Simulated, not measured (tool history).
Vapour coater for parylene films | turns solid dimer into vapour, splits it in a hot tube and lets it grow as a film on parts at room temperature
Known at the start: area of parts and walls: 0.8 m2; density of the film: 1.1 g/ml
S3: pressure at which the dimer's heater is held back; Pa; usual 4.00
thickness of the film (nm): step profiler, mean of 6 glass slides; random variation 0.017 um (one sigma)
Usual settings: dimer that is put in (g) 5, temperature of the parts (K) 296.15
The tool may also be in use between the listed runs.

run 1 hour=0.0 | dimer_that_is_put_in_(g)=5 temperature_of_the_parts_(K)=296.15 S3=4.00 | thickness_of_the_film_(nm)=3750
run 2 hour=18.9 | dimer_that_is_put_in_(g)=5 temperature_of_the_parts_(K)=296.15 S3=4.93 | thickness_of_the_film_(nm)=3550
run 3 hour=47.4 | dimer_that_is_put_in_(g)=5 temperature_of_the_parts_(K)=296.15 S3=4.93 | thickness_of_the_film_(nm)=3610
run 4 hour=80.8 | dimer_that_is_put_in_(g)=5 temperature_of_the_parts_(K)=296.15 S3=2.70 | thickness_of_the_film_(nm)=4070
run 5 hour=114.6 | dimer_that_is_put_in_(g)=5 temperature_of_the_parts_(K)=293.15 S3=4.00 | thickness_of_the_film_(nm)=4000
run 6 hour=138.8 | dimer_that_is_put_in_(g)=5 temperature_of_the_parts_(K)=293.15 S3=11.09 | thickness_of_the_film_(nm)=3180
run 7 hour=157.8 | dimer_that_is_put_in_(g)=4 temperature_of_the_parts_(K)=296.15 S3=4.00 | thickness_of_the_film_(nm)=2940
run 8 hour=173.9 | dimer_that_is_put_in_(g)=4 temperature_of_the_parts_(K)=296.15 S3=4.00 | thickness_of_the_film_(nm)=2960
run 9 hour=193.1 | dimer_that_is_put_in_(g)=4 temperature_of_the_parts_(K)=296.15 S3=4.00 | thickness_of_the_film_(nm)=2940
run 10 hour=231.1 | dimer_that_is_put_in_(g)=4 temperature_of_the_parts_(K)=296.15 S3=4.00 | thickness_of_the_film_(nm)=2960
run 11 hour=268.6 | dimer_that_is_put_in_(g)=4 temperature_of_the_parts_(K)=296.15 S3=7.38 | thickness_of_the_film_(nm)=2540
run 12 hour=287.4 | dimer_that_is_put_in_(g)=4 temperature_of_the_parts_(K)=296.15 S3=7.38 | thickness_of_the_film_(nm)=2530
run 13 hour=316.4 | dimer_that_is_put_in_(g)=4 temperature_of_the_parts_(K)=296.15 S3=7.38 | thickness_of_the_film_(nm)=2530
-- hour=357.5 trap's valve overhauled
run 14 hour=357.5 | dimer_that_is_put_in_(g)=5 temperature_of_the_parts_(K)=296.15 S3=4.00 | thickness_of_the_film_(nm)=3920
run 15 hour=394.9 | dimer_that_is_put_in_(g)=5 temperature_of_the_parts_(K)=296.15 S3=4.00 | thickness_of_the_film_(nm)=3890
run 16 hour=417.6 | dimer_that_is_put_in_(g)=5 temperature_of_the_parts_(K)=296.15 S3=4.00 | thickness_of_the_film_(nm)=3840
run 17 hour=436.7 | dimer_that_is_put_in_(g)=5 temperature_of_the_parts_(K)=296.15 S3=4.00 | thickness_of_the_film_(nm)=3890
-- hour=441.2 table's thermometer calibrated
run 18 hour=473.3 | dimer_that_is_put_in_(g)=5 temperature_of_the_parts_(K)=296.15 S3=4.00 | thickness_of_the_film_(nm)=3850
run 19 hour=503.1 | dimer_that_is_put_in_(g)=6 temperature_of_the_parts_(K)=296.15 S3=4.00 | thickness_of_the_film_(nm)=4620
run 20 hour=537.3 | dimer_that_is_put_in_(g)=3 temperature_of_the_parts_(K)=294.15 S3=2.55 | thickness_of_the_film_(nm)=2690
run 21 hour=572.7 | dimer_that_is_put_in_(g)=7 temperature_of_the_parts_(K)=291.15 S3=4.00 | thickness_of_the_film_(nm)=6130
run 22 hour=599.6 | dimer_that_is_put_in_(g)=7 temperature_of_the_parts_(K)=291.15 S3=4.00 | thickness_of_the_film_(nm)=6110
run 23 hour=620.0 | dimer_that_is_put_in_(g)=7 temperature_of_the_parts_(K)=291.15 S3=4.00 | thickness_of_the_film_(nm)=6040
-- hour=625.9 table's thermometer calibrated, once more
run 24 hour=651.3 | dimer_that_is_put_in_(g)=2 temperature_of_the_parts_(K)=303.15 S3=8.64 | thickness_of_the_film_(nm)=1040
run 25 hour=672.8 | dimer_that_is_put_in_(g)=5 temperature_of_the_parts_(K)=296.15 S3=2.79 | thickness_of_the_film_(nm)=4050
run 26 hour=693.6 | dimer_that_is_put_in_(g)=5 temperature_of_the_parts_(K)=296.15 S3=11.67 | thickness_of_the_film_(nm)=2930
run 27 hour=724.3 | dimer_that_is_put_in_(g)=4 temperature_of_the_parts_(K)=296.15 S3=4.34 | thickness_of_the_film_(nm)=2890
run 28 hour=741.3 | dimer_that_is_put_in_(g)=2 temperature_of_the_parts_(K)=295.15 S3=4.00 | thickness_of_the_film_(nm)=1530
run 29 hour=770.1 | dimer_that_is_put_in_(g)=4 temperature_of_the_parts_(K)=296.15 S3=3.05 | thickness_of_the_film_(nm)=3130
run 30 hour=790.8 | dimer_that_is_put_in_(g)=4 temperature_of_the_parts_(K)=296.15 S3=3.05 | thickness_of_the_film_(nm)=3130
run 31 hour=813.3 | dimer_that_is_put_in_(g)=4 temperature_of_the_parts_(K)=296.15 S3=3.05 | thickness_of_the_film_(nm)=3140
run 32 hour=837.8 | dimer_that_is_put_in_(g)=4 temperature_of_the_parts_(K)=296.15 S3=3.05 | thickness_of_the_film_(nm)=3150
run 33 hour=869.6 | dimer_that_is_put_in_(g)=4 temperature_of_the_parts_(K)=296.15 S3=3.05 | thickness_of_the_film_(nm)=3080
run 34 hour=887.9 | dimer_that_is_put_in_(g)=4 temperature_of_the_parts_(K)=296.15 S3=3.05 | thickness_of_the_film_(nm)=3100
run 35 hour=926.9 | dimer_that_is_put_in_(g)=7 temperature_of_the_parts_(K)=292.15 S3=2.36 | thickness_of_the_film_(nm)=6380
run 36 hour=948.4 | dimer_that_is_put_in_(g)=7 temperature_of_the_parts_(K)=292.15 S3=2.36 | thickness_of_the_film_(nm)=6330
run 37 hour=974.2 | dimer_that_is_put_in_(g)=7 temperature_of_the_parts_(K)=292.15 S3=2.36 | thickness_of_the_film_(nm)=6310
run 38 hour=1012.9 | dimer_that_is_put_in_(g)=5 temperature_of_the_parts_(K)=294.15 S3=2.17 | thickness_of_the_film_(nm)=4340

Forecast each of these 5 alternatives for the next run:
-- hour=1018.9 trap's valve overhauled
run A hour=1043.7 | dimer_that_is_put_in_(g)=2 temperature_of_the_parts_(K)=295.15 S3=2.23 | thickness_of_the_film_(nm)=?
-- hour=1018.9 trap's valve overhauled
run B hour=1043.7 | dimer_that_is_put_in_(g)=5 temperature_of_the_parts_(K)=296.15 S3=2.31 | thickness_of_the_film_(nm)=?
-- hour=1018.9 trap's valve overhauled
run C hour=1043.7 | dimer_that_is_put_in_(g)=4 temperature_of_the_parts_(K)=293.15 S3=4.42 | thickness_of_the_film_(nm)=?
-- hour=1018.9 trap's valve overhauled
run D hour=1043.7 | dimer_that_is_put_in_(g)=8 temperature_of_the_parts_(K)=294.15 S3=2.17 | thickness_of_the_film_(nm)=?
-- hour=1018.9 trap's valve overhauled
run E hour=1043.7 | dimer_that_is_put_in_(g)=8 temperature_of_the_parts_(K)=296.15 S3=4.02 | thickness_of_the_film_(nm)=?

run=A thickness_of_the_film_(nm)=1830
run=B thickness_of_the_film_(nm)=4400
run=C thickness_of_the_film_(nm)=3290
run=D thickness_of_the_film_(nm)=7580
run=E thickness_of_the_film_(nm)=6160
Without the tool's hidden state the same runs would have given:
run=A thickness_of_the_film_(nm)=1830
run=B thickness_of_the_film_(nm)=4410
run=C thickness_of_the_film_(nm)=3300
run=D thickness_of_the_film_(nm)=7600
run=E thickness_of_the_film_(nm)=6180

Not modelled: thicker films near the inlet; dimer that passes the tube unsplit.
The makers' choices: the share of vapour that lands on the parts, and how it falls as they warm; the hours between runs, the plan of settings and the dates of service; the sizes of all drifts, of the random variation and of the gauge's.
